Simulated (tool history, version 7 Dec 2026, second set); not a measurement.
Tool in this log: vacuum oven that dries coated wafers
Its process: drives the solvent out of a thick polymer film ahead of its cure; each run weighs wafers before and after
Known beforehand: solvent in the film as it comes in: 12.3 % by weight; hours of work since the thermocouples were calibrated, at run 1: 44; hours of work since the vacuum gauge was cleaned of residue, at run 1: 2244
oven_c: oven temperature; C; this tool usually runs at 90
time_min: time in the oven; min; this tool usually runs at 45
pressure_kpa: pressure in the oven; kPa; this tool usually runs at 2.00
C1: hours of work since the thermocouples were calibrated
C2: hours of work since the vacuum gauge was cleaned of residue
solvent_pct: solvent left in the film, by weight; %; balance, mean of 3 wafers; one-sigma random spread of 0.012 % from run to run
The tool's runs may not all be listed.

{"run": 1, "hour": 0.0, "oven_c": 90, "time_min": 45, "pressure_kpa": 2.0, "C1": 44, "C2": 2244, "solvent_pct": 2.02}
{"run": 2, "hour": 116.8, "oven_c": 90, "time_min": 45, "pressure_kpa": 2.0, "C1": 101, "C2": 2300, "solvent_pct": 2.02}
{"run": 3, "hour": 181.1, "oven_c": 90, "time_min": 45, "pressure_kpa": 2.0, "C1": 132, "C2": 2331, "solvent_pct": 2.03}
{"run": 4, "hour": 245.8, "oven_c": 90, "time_min": 45, "pressure_kpa": 2.0, "C1": 163, "C2": 2363, "solvent_pct": 2.0}
{"run": 5, "hour": 342.2, "oven_c": 96, "time_min": 45, "pressure_kpa": 2.0, "C1": 209, "C2": 2409, "solvent_pct": 1.1}
{"run": 6, "hour": 450.1, "oven_c": 86, "time_min": 45, "pressure_kpa": 2.0, "C1": 262, "C2": 2461, "solvent_pct": 2.84}
{"run": 7, "hour": 508.3, "oven_c": 90, "time_min": 45, "pressure_kpa": 2.0, "C1": 290, "C2": 2490, "solvent_pct": 1.94}
{"run": 8, "hour": 558.3, "oven_c": 90, "time_min": 45, "pressure_kpa": 2.0, "C1": 314, "C2": 2514, "solvent_pct": 1.96}
{"run": 9, "hour": 658.9, "oven_c": 90, "time_min": 45, "pressure_kpa": 2.0, "C1": 363, "C2": 2562, "solvent_pct": 1.96}
{"run": 10, "hour": 715.9, "oven_c": 90, "time_min": 80, "pressure_kpa": 2.0, "C1": 390, "C2": 2590, "solvent_pct": 1.05}
{"run": 11, "hour": 822.9, "oven_c": 90, "time_min": 45, "pressure_kpa": 2.0, "C1": 442, "C2": 2642, "solvent_pct": 1.92}
{"run": 12, "hour": 934.8, "oven_c": 90, "time_min": 45, "pressure_kpa": 2.0, "C1": 496, "C2": 2696, "solvent_pct": 1.94}
{"run": 13, "hour": 1011.6, "oven_c": 90, "time_min": 45, "pressure_kpa": 2.0, "C1": 533, "C2": 2733, "solvent_pct": 1.93}
{"hour": 1020.2, "done": "vacuum gauge cleaned of residue and calibrated"}
{"run": 14, "hour": 1115.5, "oven_c": 90, "time_min": 45, "pressure_kpa": 2.0, "C1": 583, "C2": 46, "solvent_pct": 1.97}
{"run": 15, "hour": 1223.1, "oven_c": 90, "time_min": 23, "pressure_kpa": 5.85, "C1": 635, "C2": 98, "solvent_pct": 4.99}
{"hour": 1270.1, "done": "vacuum gauge cleaned of residue and calibrated, once more"}
{"run": 16, "hour": 1328.6, "oven_c": 90, "time_min": 23, "pressure_kpa": 5.85, "C1": 685, "C2": 28, "solvent_pct": 4.82}
{"run": 17, "hour": 1446.7, "oven_c": 90, "time_min": 23, "pressure_kpa": 5.85, "C1": 742, "C2": 85, "solvent_pct": 4.8}
{"run": 18, "hour": 1565.3, "oven_c": 100, "time_min": 53, "pressure_kpa": 1.3, "C1": 799, "C2": 143, "solvent_pct": 0.39}
{"run": 19, "hour": 1623.4, "oven_c": 99, "time_min": 24, "pressure_kpa": 3.81, "C1": 827, "C2": 171, "solvent_pct": 2.06}
{"run": 20, "hour": 1737.9, "oven_c": 79, "time_min": 68, "pressure_kpa": 5.88, "C1": 883, "C2": 226, "solvent_pct": 4.84}
{"hour": 1796.2, "done": "oven's thermocouples calibrated"}
{"run": 21, "hour": 1810.7, "oven_c": 82, "time_min": 54, "pressure_kpa": 1.91, "C1": 7, "C2": 260, "solvent_pct": 3.25}
{"run": 22, "hour": 1916.8, "oven_c": 93, "time_min": 51, "pressure_kpa": 7.64, "C1": 58, "C2": 312, "solvent_pct": 3.05}
{"run": 23, "hour": 1976.4, "oven_c": 93, "time_min": 51, "pressure_kpa": 7.64, "C1": 87, "C2": 340, "solvent_pct": 3.06}
{"run": 24, "hour": 2034.4, "oven_c": 93, "time_min": 28, "pressure_kpa": 1.14, "C1": 115, "C2": 369, "solvent_pct": 2.38}
{"run": 25, "hour": 2095.0, "oven_c": 93, "time_min": 35, "pressure_kpa": 2.69, "C1": 144, "C2": 398, "solvent_pct": 2.19}

Consider 3 possible next runs. They are alternatives, not a sequence: every one starts from the tool as it was left by run 25. What does each give?
{"run": "A", "hour": 2163.3, "oven_c": 95, "time_min": 45, "pressure_kpa": 2.0, "C1": 177, "C2": 431, "solvent_pct": "?"}
{"run": "B", "hour": 2163.3, "oven_c": 93, "time_min": 35, "pressure_kpa": 1.77, "C1": 177, "C2": 431, "solvent_pct": "?"}
{"run": "C", "hour": 2163.3, "oven_c": 92, "time_min": 65, "pressure_kpa": 2.0, "C1": 177, "C2": 431, "solvent_pct": "?"}

run=A solvent_pct=1.15
run=B solvent_pct=1.92
run=C solvent_pct=1.02
Stripped of hidden state, with their random variation kept, the same runs would have yielded:
run=A solvent_pct=1.15
run=B solvent_pct=1.93
run=C solvent_pct=1.02
